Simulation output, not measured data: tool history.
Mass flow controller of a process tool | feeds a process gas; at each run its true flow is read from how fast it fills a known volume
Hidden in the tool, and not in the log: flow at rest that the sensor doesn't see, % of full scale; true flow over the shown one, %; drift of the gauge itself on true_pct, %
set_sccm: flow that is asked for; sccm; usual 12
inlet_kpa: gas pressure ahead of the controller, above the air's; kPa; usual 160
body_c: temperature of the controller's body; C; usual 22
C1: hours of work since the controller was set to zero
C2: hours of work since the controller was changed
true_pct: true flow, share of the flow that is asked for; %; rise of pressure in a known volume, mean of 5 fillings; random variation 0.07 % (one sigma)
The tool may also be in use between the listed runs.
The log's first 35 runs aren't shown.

run 36 hour=7552.1 | set_sccm=16 inlet_kpa=250 body_c=35 | C1=1515 C2=1515 | true_pct=101.46
run 37 hour=7744.7 | set_sccm=3 inlet_kpa=251 body_c=35 | C1=1653 C2=1653 | true_pct=101.41
run 38 hour=7943.6 | set_sccm=3 inlet_kpa=251 body_c=35 | C1=1795 C2=1795 | true_pct=101.35
run 39 hour=8153.9 | set_sccm=3 inlet_kpa=251 body_c=35 | C1=1946 C2=1946 | true_pct=101.24
run 40 hour=8436.1 | set_sccm=3 inlet_kpa=251 body_c=25 | C1=2148 C2=2148 | true_pct=100.19
run 41 hour=8649.7 | set_sccm=3 inlet_kpa=207 body_c=25 | C1=2301 C2=2301 | true_pct=99.79
run 42 hour=8858.6 | set_sccm=5 inlet_kpa=160 body_c=25 | C1=2451 C2=2451 | true_pct=99.49
run 43 hour=9060.4 | set_sccm=13 inlet_kpa=262 body_c=22 | C1=2595 C2=2595 | true_pct=100.04
run 44 hour=9271.1 | set_sccm=11 inlet_kpa=154 body_c=30 | C1=2746 C2=2746 | true_pct=100.13
run 45 hour=9555.6 | set_sccm=11 inlet_kpa=162 body_c=30 | C1=2950 C2=2950 | true_pct=100.16
run 46 hour=9754.3 | set_sccm=11 inlet_kpa=162 body_c=30 | C1=3092 C2=3092 | true_pct=100.14
run 47 hour=10035.5 | set_sccm=3 inlet_kpa=207 body_c=25 | C1=3293 C2=3293 | true_pct=99.87

Forecast each of these 4 alternatives for the next run:
run A hour=10168.5 | set_sccm=4 inlet_kpa=222 body_c=20 | C1=3388 C2=3388 | true_pct=?
run B hour=10168.5 | set_sccm=4 inlet_kpa=278 body_c=25 | C1=3388 C2=3388 | true_pct=?
run C hour=10168.5 | set_sccm=12 inlet_kpa=217 body_c=30 | C1=3388 C2=3388 | true_pct=?
run D hour=10168.5 | set_sccm=9 inlet_kpa=221 body_c=21 | C1=3388 C2=3388 | true_pct=?

run=A true_pct=99.34
run=B true_pct=100.31
run=C true_pct=100.65
run=D true_pct=99.63
Without the tool's hidden state the same runs would have given:
run=A true_pct=99.32
run=B true_pct=100.29
run=C true_pct=100.63
run=D true_pct=99.62

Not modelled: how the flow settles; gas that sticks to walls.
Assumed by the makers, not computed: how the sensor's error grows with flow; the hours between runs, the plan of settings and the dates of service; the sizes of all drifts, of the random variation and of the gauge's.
